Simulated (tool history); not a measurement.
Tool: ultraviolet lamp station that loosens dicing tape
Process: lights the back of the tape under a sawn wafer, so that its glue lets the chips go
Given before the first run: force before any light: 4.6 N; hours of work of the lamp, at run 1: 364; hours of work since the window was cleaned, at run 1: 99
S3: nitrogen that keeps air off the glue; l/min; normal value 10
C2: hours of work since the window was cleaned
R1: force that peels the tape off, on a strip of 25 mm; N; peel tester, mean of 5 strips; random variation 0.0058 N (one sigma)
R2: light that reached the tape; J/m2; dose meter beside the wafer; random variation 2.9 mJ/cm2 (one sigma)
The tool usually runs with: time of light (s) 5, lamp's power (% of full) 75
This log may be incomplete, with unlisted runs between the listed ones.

run 1 hour=0.0 | time_of_light_(s)=5 lamp's_power_(%_of_full)=75 S3=10 | hours_of_work_of_the_lamp=364 C2=99 | R1=0.180 R2=3940
run 2 hour=27.5 | time_of_light_(s)=5 lamp's_power_(%_of_full)=75 S3=10 | hours_of_work_of_the_lamp=381 C2=116 | R1=0.184 R2=3830
run 3 hour=44.3 | time_of_light_(s)=5 lamp's_power_(%_of_full)=75 S3=10 | hours_of_work_of_the_lamp=391 C2=127 | R1=0.182 R2=3880
run 4 hour=61.0 | time_of_light_(s)=5 lamp's_power_(%_of_full)=75 S3=10 | hours_of_work_of_the_lamp=401 C2=137 | R1=0.184 R2=3880
run 5 hour=81.4 | time_of_light_(s)=5 lamp's_power_(%_of_full)=75 S3=10 | hours_of_work_of_the_lamp=414 C2=150 | R1=0.175 R2=3820
run 6 hour=93.0 | time_of_light_(s)=5 lamp's_power_(%_of_full)=75 S3=10 | hours_of_work_of_the_lamp=421 C2=157 | R1=0.188 R2=3840
run 7 hour=120.4 | time_of_light_(s)=5 lamp's_power_(%_of_full)=75 S3=10 | hours_of_work_of_the_lamp=438 C2=174 | R1=0.191 R2=3750
run 8 hour=145.1 | time_of_light_(s)=5 lamp's_power_(%_of_full)=75 S3=10 | hours_of_work_of_the_lamp=453 C2=189 | R1=0.187 R2=3760
run 9 hour=167.9 | time_of_light_(s)=5 lamp's_power_(%_of_full)=99 S3=10 | hours_of_work_of_the_lamp=467 C2=203 | R1=0.119 R2=4950
-- hour=170.5 window cleaned of glue's vapour
run 10 hour=188.3 | time_of_light_(s)=5 lamp's_power_(%_of_full)=75 S3=4 | hours_of_work_of_the_lamp=479 C2=11 | R1=0.417 R2=3630
run 11 hour=207.2 | time_of_light_(s)=5 lamp's_power_(%_of_full)=75 S3=3 | hours_of_work_of_the_lamp=491 C2=23 | R1=0.523 R2=3680
run 12 hour=234.0 | time_of_light_(s)=5 lamp's_power_(%_of_full)=75 S3=3 | hours_of_work_of_the_lamp=507 C2=39 | R1=0.540 R2=3640
run 13 hour=261.9 | time_of_light_(s)=5 lamp's_power_(%_of_full)=75 S3=3 | hours_of_work_of_the_lamp=525 C2=56 | R1=0.528 R2=3580
run 14 hour=274.9 | time_of_light_(s)=9 lamp's_power_(%_of_full)=81 S3=8 | hours_of_work_of_the_lamp=533 C2=64 | R1=0.110 R2=6890
-- hour=280.0 window cleaned of glue's vapour, once more
run 15 hour=296.6 | time_of_light_(s)=9 lamp's_power_(%_of_full)=81 S3=8 | hours_of_work_of_the_lamp=546 C2=10 | R1=0.104 R2=7460
run 16 hour=317.9 | time_of_light_(s)=9 lamp's_power_(%_of_full)=81 S3=8 | hours_of_work_of_the_lamp=559 C2=23 | R1=0.106 R2=7380
run 17 hour=340.4 | time_of_light_(s)=2 lamp's_power_(%_of_full)=72 S3=5 | hours_of_work_of_the_lamp=573 C2=37 | R1=1.531 R2=1460
run 18 hour=354.8 | time_of_light_(s)=3 lamp's_power_(%_of_full)=72 S3=7 | hours_of_work_of_the_lamp=581 C2=46 | R1=0.721 R2=2200
run 19 hour=375.3 | time_of_light_(s)=8 lamp's_power_(%_of_full)=72 S3=7 | hours_of_work_of_the_lamp=594 C2=59 | R1=0.124 R2=5760
run 20 hour=399.5 | time_of_light_(s)=8 lamp's_power_(%_of_full)=75 S3=14 | hours_of_work_of_the_lamp=609 C2=74 | R1=0.097 R2=5930
run 21 hour=414.2 | time_of_light_(s)=8 lamp's_power_(%_of_full)=89 S3=14 | hours_of_work_of_the_lamp=618 C2=83 | R1=0.096 R2=6990
run 22 hour=435.0 | time_of_light_(s)=2 lamp's_power_(%_of_full)=72 S3=7 | hours_of_work_of_the_lamp=631 C2=95 | R1=1.363 R2=1400
run 23 hour=455.7 | time_of_light_(s)=5 lamp's_power_(%_of_full)=60 S3=7 | hours_of_work_of_the_lamp=644 C2=108 | R1=0.418 R2=2910
run 24 hour=478.3 | time_of_light_(s)=2 lamp's_power_(%_of_full)=91 S3=10 | hours_of_work_of_the_lamp=657 C2=122 | R1=0.807 R2=1760
run 25 hour=497.9 | time_of_light_(s)=5 lamp's_power_(%_of_full)=79 S3=8 | hours_of_work_of_the_lamp=670 C2=134 | R1=0.206 R2=3790
run 26 hour=510.3 | time_of_light_(s)=8 lamp's_power_(%_of_full)=79 S3=9 | hours_of_work_of_the_lamp=677 C2=142 | R1=0.107 R2=6070

Measured less the same run without the tool's hidden state. The same run-to-run variation is in both; the gauge's scatter may not be:
Hidden state at play: lamp's light, % of a new lamp's; light that the window lets through, % of a clean one's; drift of the gauge itself on peel_n, %; drift of the gauge itself on dose_mj_cm2, %.
run=1 R1=+0.028 R2=-390
run=2 R1=+0.028 R2=-420
run=3 R1=+0.031 R2=-440
run=4 R1=+0.032 R2=-450
run=5 R1=+0.033 R2=-470
run=6 R1=+0.036 R2=-480
run=7 R1=+0.037 R2=-510
run=8 R1=+0.039 R2=-540
run=9 R1=+0.014 R2=-730
run=10 R1=+0.114 R2=-610
run=11 R1=+0.145 R2=-640
run=12 R1=+0.154 R2=-660
run=13 R1=+0.156 R2=-680
run=14 R1=+0.004 R2=-1340
run=15 R1=+0.002 R2=-920
run=16 R1=+0.003 R2=-960
run=17 R1=+0.208 R2=-200
run=18 R1=+0.151 R2=-300
run=19 R1=+0.013 R2=-850
run=20 R1=+0.002 R2=-920
run=21 R1=+0.001 R2=-1110
run=22 R1=+0.242 R2=-230
run=23 R1=+0.118 R2=-500
run=24 R1=+0.199 R2=-310
run=25 R1=+0.059 R2=-700
run=26 R1=+0.007 R2=-1140

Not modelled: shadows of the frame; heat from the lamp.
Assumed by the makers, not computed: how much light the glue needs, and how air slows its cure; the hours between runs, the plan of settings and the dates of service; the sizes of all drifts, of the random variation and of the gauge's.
